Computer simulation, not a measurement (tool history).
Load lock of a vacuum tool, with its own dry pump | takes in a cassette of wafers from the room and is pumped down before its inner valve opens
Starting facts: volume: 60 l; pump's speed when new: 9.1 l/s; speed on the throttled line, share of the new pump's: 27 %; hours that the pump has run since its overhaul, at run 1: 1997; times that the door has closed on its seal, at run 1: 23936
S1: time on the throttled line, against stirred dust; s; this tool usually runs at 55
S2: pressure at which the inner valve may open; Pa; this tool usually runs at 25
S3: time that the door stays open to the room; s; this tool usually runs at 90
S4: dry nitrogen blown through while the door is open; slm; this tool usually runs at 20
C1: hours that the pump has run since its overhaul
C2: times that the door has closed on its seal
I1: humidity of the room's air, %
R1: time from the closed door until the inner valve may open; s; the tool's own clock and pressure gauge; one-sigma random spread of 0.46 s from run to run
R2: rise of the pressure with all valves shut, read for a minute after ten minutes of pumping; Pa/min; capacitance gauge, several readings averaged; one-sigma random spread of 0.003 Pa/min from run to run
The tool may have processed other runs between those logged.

run    hour  S1  S2   S3  S4    C1     C2    I1     R1     R2
  1       0  55  25   90  20  1997  23936  47.4   95.8  0.438
  2   214.3  55  25   90  20  2211  24461    44   95.9  0.437
  3   311.5  55  25   90  35  2308  24700  39.7   96.1  0.432
  4   445.9  55  37   90  20  2443  25029  45.7   92.3   0.45
  5   658.6  55  37   90  20  2655  25550  45.8   93.6  0.472
  6   810.7  55  37   90  20  2807  25923  45.6   93.3  0.484
  7   937.2  77  18  152  38  2934  26233  45.1  115.4  0.478
  8  1126.1  98  30   26   5  3123  26696  44.8  126.1  0.511
  9  1316.6  33  25   90  20  3313  27163  46.2   79.8  0.517
 10  1477.3  33  25   90  20  3474  27556  46.8   81.1  0.529
 11  1650.6  55  25  114  18  3647  27981  43.5   96.6  0.531
 12  1747.2  55  27   99   7  3744  28218  50.1   95.8  0.565

4 options for the next run, each taken on its own from the tool as it stands now. Forecast them:
  A  1908.3  73  27  63  33  3905  28613  43.5   ?   ?
  B  1908.3  72  21  99   6  3905  28613  45.5   ?   ?
  C  1908.3  29  25  47  20  3905  28613  47.3   ?   ?
  D  1908.3  55  48  99   7  3905  28613  43.7   ?   ?

run     R1     R2
  A  108.4  0.545
  B  109.8  0.576
  C   77.9  0.556
  D   92.1  0.561
What these runs would have given with no unlogged condition in the tool:
run     R1     R2
  A  107.4  0.022
  B  108.8  0.053
  C   76.6  0.032
  D   91.1  0.045
